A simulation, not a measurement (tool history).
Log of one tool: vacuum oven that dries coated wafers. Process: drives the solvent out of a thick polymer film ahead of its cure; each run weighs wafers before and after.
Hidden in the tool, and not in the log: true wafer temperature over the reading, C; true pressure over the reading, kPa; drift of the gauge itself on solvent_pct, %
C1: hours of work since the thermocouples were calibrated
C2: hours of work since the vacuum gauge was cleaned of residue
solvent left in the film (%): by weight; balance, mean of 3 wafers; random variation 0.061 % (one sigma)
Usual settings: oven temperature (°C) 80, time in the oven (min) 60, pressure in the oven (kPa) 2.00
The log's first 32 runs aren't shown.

{"run": 33, "day": 28.504, "oven temperature (°C)": 78, "time in the oven (min)": 74, "pressure in the oven (kPa)": 2.3, "C1": 1239, "C2": 624, "solvent left in the film (%)": 4.11}
{"run": 34, "day": 29.238, "oven temperature (°C)": 78, "time in the oven (min)": 34, "pressure in the oven (kPa)": 1.49, "C1": 1252, "C2": 637, "solvent left in the film (%)": 7.3}
{"run": 35, "day": 30.571, "oven temperature (°C)": 74, "time in the oven (min)": 60, "pressure in the oven (kPa)": 1.38, "C1": 1275, "C2": 661, "solvent left in the film (%)": 6.28}
{"run": 36, "day": 31.158, "oven temperature (°C)": 94, "time in the oven (min)": 60, "pressure in the oven (kPa)": 1.09, "C1": 1286, "C2": 671, "solvent left in the film (%)": 0.57}
{"run": 37, "day": 32.012, "oven temperature (°C)": 67, "time in the oven (min)": 55, "pressure in the oven (kPa)": 1.98, "C1": 1301, "C2": 687, "solvent left in the film (%)": 9.68}
{"run": 38, "day": 32.862, "oven temperature (°C)": 73, "time in the oven (min)": 60, "pressure in the oven (kPa)": 3.49, "C1": 1316, "C2": 702, "solvent left in the film (%)": 7.96}
{"run": 39, "day": 33.921, "oven temperature (°C)": 73, "time in the oven (min)": 60, "pressure in the oven (kPa)": 3.49, "C1": 1335, "C2": 721, "solvent left in the film (%)": 7.94}
{"run": 40, "day": 34.621, "oven temperature (°C)": 80, "time in the oven (min)": 67, "pressure in the oven (kPa)": 2.25, "C1": 1348, "C2": 733, "solvent left in the film (%)": 3.73}
{"run": 41, "day": 35.638, "oven temperature (°C)": 77, "time in the oven (min)": 39, "pressure in the oven (kPa)": 1.39, "C1": 1366, "C2": 751, "solvent left in the film (%)": 7.21}
{"run": 42, "day": 36.488, "oven temperature (°C)": 74, "time in the oven (min)": 37, "pressure in the oven (kPa)": 3.46, "C1": 1381, "C2": 766, "solvent left in the film (%)": 9.58}
{"run": 43, "day": 37.754, "oven temperature (°C)": 74, "time in the oven (min)": 37, "pressure in the oven (kPa)": 7.62, "C1": 1403, "C2": 789, "solvent left in the film (%)": 11.35}
{"run": 44, "day": 38.392, "oven temperature (°C)": 69, "time in the oven (min)": 31, "pressure in the oven (kPa)": 2.06, "C1": 1415, "C2": 800, "solvent left in the film (%)": 11.23}

Forecast each of these 4 alternatives for the next run:
{"run": "A", "day": 39.25, "oven temperature (°C)": 91, "time in the oven (min)": 93, "pressure in the oven (kPa)": 3.09, "C1": 1430, "C2": 815, "solvent left in the film (%)": "?"}
{"run": "B", "day": 39.25, "oven temperature (°C)": 67, "time in the oven (min)": 31, "pressure in the oven (kPa)": 3.29, "C1": 1430, "C2": 815, "solvent left in the film (%)": "?"}
{"run": "C", "day": 39.25, "oven temperature (°C)": 69, "time in the oven (min)": 63, "pressure in the oven (kPa)": 2.06, "C1": 1430, "C2": 815, "solvent left in the film (%)": "?"}
{"run": "D", "day": 39.25, "oven temperature (°C)": 69, "time in the oven (min)": 37, "pressure in the oven (kPa)": 7.63, "C1": 1430, "C2": 815, "solvent left in the film (%)": "?"}

run=A solvent_left_in_the_film_(%)=1.39
run=B solvent_left_in_the_film_(%)=12.55
run=C solvent_left_in_the_film_(%)=8.51
run=D solvent_left_in_the_film_(%)=13.06
Without the tool's hidden state the same runs would have given:
run=A solvent_left_in_the_film_(%)=1.23
run=B solvent_left_in_the_film_(%)=12.01
run=C solvent_left_in_the_film_(%)=7.75
run=D solvent_left_in_the_film_(%)=12.44

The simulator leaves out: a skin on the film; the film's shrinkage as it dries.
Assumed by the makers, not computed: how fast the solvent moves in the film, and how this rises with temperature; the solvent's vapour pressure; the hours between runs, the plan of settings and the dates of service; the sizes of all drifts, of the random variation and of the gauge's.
